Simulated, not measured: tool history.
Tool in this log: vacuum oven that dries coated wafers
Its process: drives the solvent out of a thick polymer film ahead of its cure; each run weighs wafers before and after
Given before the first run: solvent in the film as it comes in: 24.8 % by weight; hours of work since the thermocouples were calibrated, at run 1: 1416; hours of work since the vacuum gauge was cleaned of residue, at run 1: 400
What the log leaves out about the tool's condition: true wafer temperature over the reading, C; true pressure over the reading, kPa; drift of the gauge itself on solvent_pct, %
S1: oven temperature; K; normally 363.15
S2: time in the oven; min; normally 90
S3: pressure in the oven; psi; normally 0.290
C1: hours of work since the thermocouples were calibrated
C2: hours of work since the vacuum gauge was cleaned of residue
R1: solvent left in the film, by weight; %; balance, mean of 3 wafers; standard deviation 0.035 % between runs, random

| run | day | S1 | S2 | S3 | C1 | C2 | R1 |
|---|---|---|---|---|---|---|---|
| 1 | 0.000 | 363.15 | 90 | 0.290 | 1416 | 400 | 5.07 |
| 2 | 1.892 | 363.15 | 90 | 0.290 | 1440 | 424 | 5.06 |
| 3 | 4.129 | 375.15 | 90 | 0.290 | 1469 | 453 | 1.46 |
| 4 | 6.242 | 375.15 | 90 | 0.621 | 1495 | 479 | 2.02 |
| 5 | 7.783 | 363.15 | 84 | 0.290 | 1515 | 499 | 5.43 |
|  | 10.071 | oven's thermocouples calibrated |
| 6 | 10.488 | 363.15 | 84 | 0.290 | 5 | 532 | 6.07 |
| 7 | 12.592 | 363.15 | 84 | 0.290 | 32 | 559 | 5.94 |
| 8 | 14.283 | 363.15 | 84 | 0.290 | 53 | 580 | 5.97 |
| 9 | 16.158 | 357.15 | 90 | 0.290 | 77 | 604 | 8.16 |
| 10 | 17.717 | 357.15 | 90 | 0.290 | 97 | 623 | 8.23 |
| 11 | 19.133 | 357.15 | 90 | 0.290 | 115 | 641 | 8.17 |
| 12 | 20.758 | 363.15 | 90 | 0.290 | 135 | 662 | 5.50 |
| 13 | 22.079 | 363.15 | 90 | 0.290 | 152 | 679 | 5.47 |
| 14 | 24.571 | 363.15 | 69 | 0.290 | 183 | 710 | 7.32 |
| 15 | 27.312 | 363.15 | 69 | 0.290 | 218 | 745 | 7.34 |
| 16 | 28.754 | 363.15 | 69 | 0.290 | 236 | 763 | 7.32 |
| 17 | 30.108 | 363.15 | 76 | 0.190 | 254 | 780 | 6.39 |
| 18 | 32.304 | 363.15 | 76 | 0.190 | 281 | 808 | 6.41 |
| 19 | 35.246 | 363.15 | 59 | 0.321 | 319 | 845 | 8.42 |
| 20 | 37.654 | 358.15 | 69 | 0.951 | 349 | 876 | 10.90 |
| 21 | 40.546 | 358.15 | 69 | 0.951 | 386 | 912 | 10.95 |
| 22 | 42.704 | 377.15 | 90 | 0.381 | 413 | 940 | 1.45 |
| 23 | 44.821 | 377.15 | 90 | 0.228 | 440 | 966 | 1.20 |
| 24 | 46.842 | 362.15 | 90 | 0.862 | 465 | 992 | 7.14 |
| 25 | 48.275 | 359.15 | 52 | 0.205 | 483 | 1010 | 10.84 |
| 26 | 51.158 | 363.15 | 90 | 0.834 | 520 | 1047 | 6.57 |
| 27 | 52.696 | 360.15 | 74 | 0.167 | 539 | 1066 | 7.81 |

Forecast each of these 3 alternatives for the next run:
| A | 55.200 | 363.15 | 90 | 0.455 | 571 | 1098 | ? |
| B | 55.200 | 365.15 | 90 | 0.290 | 571 | 1098 | ? |
| C | 55.200 | 368.15 | 90 | 0.529 | 571 | 1098 | ? |

| run | R1 |
|---|---|
| A | 5.72 |
| B | 4.56 |
| C | 3.95 |
The same runs, with their run-to-run variation unchanged, on a tool lacking any hidden condition would have given:
| run | R1 |
|---|---|
| A | 5.81 |
| B | 4.65 |
| C | 4.02 |
